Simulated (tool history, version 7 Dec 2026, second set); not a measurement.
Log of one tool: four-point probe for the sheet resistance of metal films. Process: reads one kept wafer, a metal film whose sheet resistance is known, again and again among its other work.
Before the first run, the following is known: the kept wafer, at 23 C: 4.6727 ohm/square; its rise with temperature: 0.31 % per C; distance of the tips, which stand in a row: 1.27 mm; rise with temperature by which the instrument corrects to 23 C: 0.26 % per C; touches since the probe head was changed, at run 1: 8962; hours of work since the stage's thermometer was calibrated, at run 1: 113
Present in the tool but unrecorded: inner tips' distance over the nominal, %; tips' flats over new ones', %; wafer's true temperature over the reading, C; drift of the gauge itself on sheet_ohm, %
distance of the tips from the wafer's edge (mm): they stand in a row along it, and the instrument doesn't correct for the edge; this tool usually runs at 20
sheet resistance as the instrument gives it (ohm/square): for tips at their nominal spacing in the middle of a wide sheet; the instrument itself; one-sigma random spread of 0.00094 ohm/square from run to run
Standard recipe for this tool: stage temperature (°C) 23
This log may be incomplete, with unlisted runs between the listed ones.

run	day	stage temperature (°C)	distance of the tips from the wafer's edge (mm)	touches since the probe head was changed	hours of work since the stage's thermometer was calibrated	sheet resistance as the instrument gives it (ohm/square)
1	0.000	23	20	8962	113	4.704929
2	0.567	18	20	9282	122	4.692367
3	0.996	18	20	9524	128	4.692982
4	1.412	23	4	9759	135	4.936865
5	1.929	23	4	10052	142	4.936403
6	2.458	23	4	10352	150	4.937534
7	3.042	23	4	10681	159	4.936072
8	3.400	27	56	10882	164	4.707020
9	4.008	24	4	11227	174	4.940100
10	4.488	26	20	11498	181	4.713480
11	4.771	22	6	11656	185	4.803875
12	5.242	29	37	11922	192	4.714321

For run 13, what comes out?
13	5.808	20	4	12243	201	?

Run 13 yielded sheet resistance as the instrument gives it (ohm/square) 4.927571.
Minus the tool's unlogged condition, the same run would have read sheet resistance as the instrument gives it (ohm/square) 4.903266.
